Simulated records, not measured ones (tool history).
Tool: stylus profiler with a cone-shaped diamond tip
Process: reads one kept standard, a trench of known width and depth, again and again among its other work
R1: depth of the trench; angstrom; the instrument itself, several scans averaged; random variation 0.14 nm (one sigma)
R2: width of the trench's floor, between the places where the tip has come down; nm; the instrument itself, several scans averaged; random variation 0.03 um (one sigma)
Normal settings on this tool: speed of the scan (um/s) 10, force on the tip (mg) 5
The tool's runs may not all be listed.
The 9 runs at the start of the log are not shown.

run 10 day=21.088 | speed_of_the_scan_(um/s)=14 force_on_the_tip_(mg)=5 | R1=5076.3 R2=16430
run 11 day=22.917 | speed_of_the_scan_(um/s)=14 force_on_the_tip_(mg)=5 | R1=5075.2 R2=16420
run 12 day=25.129 | speed_of_the_scan_(um/s)=14 force_on_the_tip_(mg)=5 | R1=5073.1 R2=16340
run 13 day=28.558 | speed_of_the_scan_(um/s)=14 force_on_the_tip_(mg)=8.68 | R1=5110.6 R2=16350
run 14 day=31.938 | speed_of_the_scan_(um/s)=7 force_on_the_tip_(mg)=8.68 | R1=5112.2 R2=16380
run 15 day=35.012 | speed_of_the_scan_(um/s)=10 force_on_the_tip_(mg)=14.93 | R1=5166.7 R2=16350
run 16 day=36.567 | speed_of_the_scan_(um/s)=10 force_on_the_tip_(mg)=14.93 | R1=5164.9 R2=16400
run 17 day=38.321 | speed_of_the_scan_(um/s)=10 force_on_the_tip_(mg)=5 | R1=5072.5 R2=16360
run 18 day=40.104 | speed_of_the_scan_(um/s)=10 force_on_the_tip_(mg)=13.3 | R1=5149.1 R2=16260
run 19 day=41.717 | speed_of_the_scan_(um/s)=27 force_on_the_tip_(mg)=4.04 | R1=5059.4 R2=16240
run 20 day=43.342 | speed_of_the_scan_(um/s)=2 force_on_the_tip_(mg)=9.23 | R1=5111.2 R2=16320
run 21 day=45.95 | speed_of_the_scan_(um/s)=8 force_on_the_tip_(mg)=5 | R1=5065.8 R2=16250
run 22 day=48.042 | speed_of_the_scan_(um/s)=12 force_on_the_tip_(mg)=14.11 | R1=5154.4 R2=16250
run 23 day=50.162 | speed_of_the_scan_(um/s)=19 force_on_the_tip_(mg)=14.11 | R1=5152.4 R2=16200
run 24 day=53.412 | speed_of_the_scan_(um/s)=12 force_on_the_tip_(mg)=8.02 | R1=5099 R2=16230
run 25 day=56.471 | speed_of_the_scan_(um/s)=8 force_on_the_tip_(mg)=1.89 | R1=5025.2 R2=16220
run 26 day=59.267 | speed_of_the_scan_(um/s)=8 force_on_the_tip_(mg)=1.89 | R1=5025.5 R2=16120
run 27 day=61.004 | speed_of_the_scan_(um/s)=24 force_on_the_tip_(mg)=4.89 | R1=5063.1 R2=16080
run 28 day=62.721 | speed_of_the_scan_(um/s)=3 force_on_the_tip_(mg)=2.24 | R1=5031.4 R2=16160
run 29 day=64.362 | speed_of_the_scan_(um/s)=5 force_on_the_tip_(mg)=4.69 | R1=5059.3 R2=16150
run 30 day=67.804 | speed_of_the_scan_(um/s)=5 force_on_the_tip_(mg)=4.69 | R1=5057.2 R2=16160
-- day=70.342 height scale calibrated on a step standard
run 31 day=71.212 | speed_of_the_scan_(um/s)=5 force_on_the_tip_(mg)=4.69 | R1=5076.1 R2=16070
run 32 day=73.896 | speed_of_the_scan_(um/s)=26 force_on_the_tip_(mg)=4.64 | R1=5077.6 R2=16000
run 33 day=77.179 | speed_of_the_scan_(um/s)=26 force_on_the_tip_(mg)=4.64 | R1=5073.9 R2=15980
run 34 day=80.279 | speed_of_the_scan_(um/s)=15 force_on_the_tip_(mg)=14.29 | R1=5169 R2=15990

Forecast each of these 3 alternatives for the next run:
-- day=82.083 new tip fitted, height scale calibrated
run A day=83.879 | speed_of_the_scan_(um/s)=26 force_on_the_tip_(mg)=5.1 | R1=? R2=?
-- day=82.083 new tip fitted, height scale calibrated
run B day=83.879 | speed_of_the_scan_(um/s)=3 force_on_the_tip_(mg)=12.44 | R1=? R2=?
-- day=82.083 new tip fitted, height scale calibrated
run C day=83.879 | speed_of_the_scan_(um/s)=16 force_on_the_tip_(mg)=7.34 | R1=? R2=?

run=A R1=5089 R2=17280
run=B R1=5160.2 R2=17310
run=C R1=5115 R2=17290
What these runs would have given with no unlogged condition in the tool:
run=A R1=5087.2 R2=17290
run=B R1=5158.4 R2=17330
run=C R1=5113.1 R2=17300

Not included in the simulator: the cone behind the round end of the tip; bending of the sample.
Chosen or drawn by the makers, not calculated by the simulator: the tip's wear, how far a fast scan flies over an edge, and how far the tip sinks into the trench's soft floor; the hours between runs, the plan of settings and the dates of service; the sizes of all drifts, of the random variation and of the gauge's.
